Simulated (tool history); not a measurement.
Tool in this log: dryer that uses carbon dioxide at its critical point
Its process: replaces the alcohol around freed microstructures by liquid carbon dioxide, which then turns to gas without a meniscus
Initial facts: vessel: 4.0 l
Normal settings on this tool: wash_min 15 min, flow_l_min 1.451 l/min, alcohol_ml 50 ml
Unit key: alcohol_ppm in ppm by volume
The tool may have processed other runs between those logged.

run 1 hour=0.0 | wash_min=15 flow_l_min=1.451 alcohol_ml=50 | alcohol_ppm=285
run 2 hour=33.7 | wash_min=13 flow_l_min=1.451 alcohol_ml=50 | alcohol_ppm=386
run 3 hour=82.1 | wash_min=13 flow_l_min=1.451 alcohol_ml=50 | alcohol_ppm=385
run 4 hour=128.4 | wash_min=15 flow_l_min=1.451 alcohol_ml=50 | alcohol_ppm=314
-- hour=172.2 purifier's bed changed
run 5 hour=172.2 | wash_min=15 flow_l_min=1.451 alcohol_ml=50 | alcohol_ppm=132
run 6 hour=217.1 | wash_min=15 flow_l_min=1.451 alcohol_ml=50 | alcohol_ppm=135
run 7 hour=274.1 | wash_min=15 flow_l_min=1.451 alcohol_ml=50 | alcohol_ppm=135
run 8 hour=303.1 | wash_min=15 flow_l_min=1.451 alcohol_ml=50 | alcohol_ppm=142
run 9 hour=344.9 | wash_min=15 flow_l_min=1.451 alcohol_ml=50 | alcohol_ppm=161
run 10 hour=388.3 | wash_min=20 flow_l_min=1.451 alcohol_ml=50 | alcohol_ppm=59
run 11 hour=420.9 | wash_min=15 flow_l_min=2.420 alcohol_ml=50 | alcohol_ppm=44
run 12 hour=448.2 | wash_min=11 flow_l_min=2.420 alcohol_ml=50 | alcohol_ppm=95
run 13 hour=496.3 | wash_min=11 flow_l_min=2.420 alcohol_ml=50 | alcohol_ppm=103
run 14 hour=532.7 | wash_min=9 flow_l_min=2.030 alcohol_ml=34 | alcohol_ppm=265
run 15 hour=575.1 | wash_min=14 flow_l_min=0.870 alcohol_ml=28 | alcohol_ppm=646
run 16 hour=616.1 | wash_min=14 flow_l_min=0.870 alcohol_ml=28 | alcohol_ppm=626
run 17 hour=644.0 | wash_min=14 flow_l_min=0.870 alcohol_ml=28 | alcohol_ppm=640
run 18 hour=678.0 | wash_min=11 flow_l_min=0.870 alcohol_ml=97 | alcohol_ppm=3477
run 19 hour=736.6 | wash_min=11 flow_l_min=0.870 alcohol_ml=97 | alcohol_ppm=3573
-- hour=759.8 inlet filter changed
run 20 hour=780.7 | wash_min=15 flow_l_min=1.451 alcohol_ml=25 | alcohol_ppm=111
run 21 hour=816.1 | wash_min=15 flow_l_min=1.451 alcohol_ml=25 | alcohol_ppm=114
run 22 hour=863.4 | wash_min=19 flow_l_min=1.451 alcohol_ml=93 | alcohol_ppm=130

What if the next run were any one of these 4? Each begins from the tool's condition after run 22:
run A hour=904.0 | wash_min=19 flow_l_min=1.451 alcohol_ml=44 | alcohol_ppm=?
run B hour=904.0 | wash_min=10 flow_l_min=0.900 alcohol_ml=93 | alcohol_ppm=?
run C hour=904.0 | wash_min=14 flow_l_min=1.451 alcohol_ml=109 | alcohol_ppm=?
run D hour=904.0 | wash_min=20 flow_l_min=2.150 alcohol_ml=55 | alcohol_ppm=?

run=A alcohol_ppm=115
run=B alcohol_ppm=3064
run=C alcohol_ppm=390
run=D alcohol_ppm=74
With no hidden state in the tool, these same runs would have given:
run=A alcohol_ppm=37
run=B alcohol_ppm=2851
run=C alcohol_ppm=285
run=D alcohol_ppm=2
